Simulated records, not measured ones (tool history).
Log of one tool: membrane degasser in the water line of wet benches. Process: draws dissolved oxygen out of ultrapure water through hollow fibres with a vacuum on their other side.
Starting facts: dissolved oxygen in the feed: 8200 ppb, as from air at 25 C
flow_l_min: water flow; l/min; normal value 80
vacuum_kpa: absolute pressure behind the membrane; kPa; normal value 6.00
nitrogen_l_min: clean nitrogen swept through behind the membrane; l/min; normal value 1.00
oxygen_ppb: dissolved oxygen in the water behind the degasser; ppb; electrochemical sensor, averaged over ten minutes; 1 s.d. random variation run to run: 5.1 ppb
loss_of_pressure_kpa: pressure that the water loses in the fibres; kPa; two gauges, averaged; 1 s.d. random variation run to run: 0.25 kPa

run    hour  flow_l_min  vacuum_kpa  nitrogen_l_min  oxygen_ppb  loss_of_pressure_kpa
  1     0.0          80        6.00            1.00       519.2                 65.70
  2    30.9          80        6.00            1.00       514.3                 66.13
  3    58.1          80        6.00            1.00       504.2                 65.76
  4    89.4          80        6.00            2.47       333.3                 65.92
  5   110.7          80        6.00            2.47       338.9                 65.33
  6   135.5          80        6.00            2.47       339.0                 65.39
  7   169.8         119        6.00            1.00       883.5                 96.94
  8   191.3          80        6.00            1.00       501.7                 65.24
  9   241.1          80        6.00            1.00       510.0                 65.21
 10   263.0          80        6.00            1.00       508.6                 65.69
 11   284.4          80        6.51            1.00       579.1                 65.23
 12   312.9          80        6.00            0.95       526.5                 65.12
 13   341.6          80        6.00            0.95       519.0                 65.11
 14   393.8          80        6.00            0.95       524.3                 65.08
 15   437.3          80        8.67            1.00       838.1                 65.05
 16   468.7          67        6.00            1.00       395.6                 54.62
 17   511.1          67        6.00            1.00       400.5                 54.23
 18   537.7          80        6.00            1.22       468.6                 64.40
 19   585.4          70        8.98            1.69       544.9                 56.46
 20   632.7          70       11.97            0.40      1719.9                 56.46
 21   673.7          70       11.97            0.40      1701.6                 56.38
 22   711.5         114       10.57            2.90       912.6                 92.05
 23   760.8         114       10.57            2.90       916.9                 91.81
 24   786.3          62        6.00            1.00       370.9                 49.94
 25   811.5          62        4.58            1.58       173.9                 50.00
 26   845.2          78        6.00            1.00       487.7                 62.27
 27   872.1          78        6.00            1.00       487.3                 62.96
      900.1  -- gauge calibrated
 28   900.1         110       11.61            1.95      1137.7                 90.66
 29   934.1         112        5.72            0.60       886.7                 92.47
 30   959.8          52        6.00            0.47       471.1                 42.31
 31   999.1          80        6.55            1.30       509.5                 65.58
 32  1026.4         116        6.00            1.07       836.8                 94.81

3 ways to go on from here, each from the tool as it stands after run 32. What would each give?
  A  1077.2          96        6.00            1.80           ?                     ?
  B  1077.2          80        7.57            0.53           ?                     ?
  C  1077.2          54        6.00            1.07           ?                     ?

run  oxygen_ppb  loss_of_pressure_kpa
  A       537.0                 78.41
  B       950.4                 65.11
  C       293.5                 44.52
Stripped of hidden state, with their random variation kept, the same runs would have yielded:
run  oxygen_ppb  loss_of_pressure_kpa
  A       536.7                 78.79
  B       950.1                 65.42
  C       293.4                 44.73
